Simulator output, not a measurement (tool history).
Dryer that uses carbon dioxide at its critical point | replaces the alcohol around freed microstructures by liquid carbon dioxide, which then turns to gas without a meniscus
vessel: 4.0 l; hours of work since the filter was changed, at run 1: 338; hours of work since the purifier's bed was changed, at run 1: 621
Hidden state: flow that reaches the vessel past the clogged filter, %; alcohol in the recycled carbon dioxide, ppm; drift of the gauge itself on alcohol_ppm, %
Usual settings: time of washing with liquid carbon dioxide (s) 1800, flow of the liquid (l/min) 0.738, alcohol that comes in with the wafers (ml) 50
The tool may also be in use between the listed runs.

run    hour  time of washing with liquid carbon dioxide (s)  flow of the liquid (l/min)  alcohol that comes in with the wafers (ml)  hours of work since the filter was changed  hours of work since the purifier's bed was changed  alcohol left in the vessel before it's heated (ppm by volume)
  1     0.0                                            1800                       0.738                                          50                                         338                                                 621                                                            209
       51.6  -- inlet filter changed
  2    59.7                                            1800                       0.738                                          50                                           4                                                 653                                                            192
  3    93.7                                            1800                       0.738                                          50                                          22                                                 671                                                            194
  4   148.0                                            1800                       0.738                                          50                                          52                                                 700                                                            203
  5   190.7                                            1800                       0.863                                          50                                          74                                                 723                                                            171
  6   253.2                                            1800                       0.863                                          50                                         108                                                 756                                                            183
  7   292.2                                            1800                       0.738                                         116                                         129                                                 777                                                            326
  8   362.3                                            1800                       0.738                                         116                                         166                                                 815                                                            349
  9   396.0                                            1800                       0.738                                         116                                         184                                                 833                                                            343
 10   463.7                                            1800                       0.738                                          50                                         220                                                 869                                                            249
 11   532.9                                            1800                       0.738                                          76                                         257                                                 906                                                            296
 12   598.6                                            1140                       0.738                                          36                                         293                                                 941                                                            564
 13   629.8                                            1980                       0.459                                          27                                         309                                                 958                                                            400
 14   661.2                                            1980                       0.459                                          27                                         326                                                 975                                                            404
 15   725.5                                            1980                       0.618                                          67                                         360                                                1009                                                            369
      732.6  -- inlet filter changed
 16   770.2                                            2700                       0.697                                          50                                          20                                                1032                                                            209
 17   801.1                                            2700                       0.697                                          50                                          37                                                1049                                                            208
 18   840.8                                            2700                       0.697                                          50                                          58                                                1070                                                            208
 19   905.7                                            2700                       0.697                                          50                                          93                                                1105                                                            218
 20   970.2                                            1080                       1.146                                          32                                         127                                                1139                                                            296
 21  1003.9                                            1740                       0.914                                          50                                         145                                                1157                                                            253

Forecast each of these 5 alternatives for the next run:
  A  1049.9                                            1920                       0.459                                          50                                         170                                                1182                                                              ?
  B  1049.9                                            1740                       0.914                                          60                                         170                                                1182                                                              ?
  C  1049.9                                            1740                       0.728                                          50                                         170                                                1182                                                              ?
  D  1049.9                                            1440                       0.592                                          24                                         170                                                1182                                                              ?
  E  1049.9                                            1140                       0.738                                          50                                         170                                                1182                                                              ?

run  alcohol left in the vessel before it's heated (ppm by volume)
  A                                                            616
  B                                                            264
  C                                                            320
  D                                                            435
  E                                                            745
Without the tool's hidden state the same runs would have given:
run  alcohol left in the vessel before it's heated (ppm by volume)
  A                                                            369
  B                                                             39
  C                                                             97
  D                                                            207
  E                                                            483

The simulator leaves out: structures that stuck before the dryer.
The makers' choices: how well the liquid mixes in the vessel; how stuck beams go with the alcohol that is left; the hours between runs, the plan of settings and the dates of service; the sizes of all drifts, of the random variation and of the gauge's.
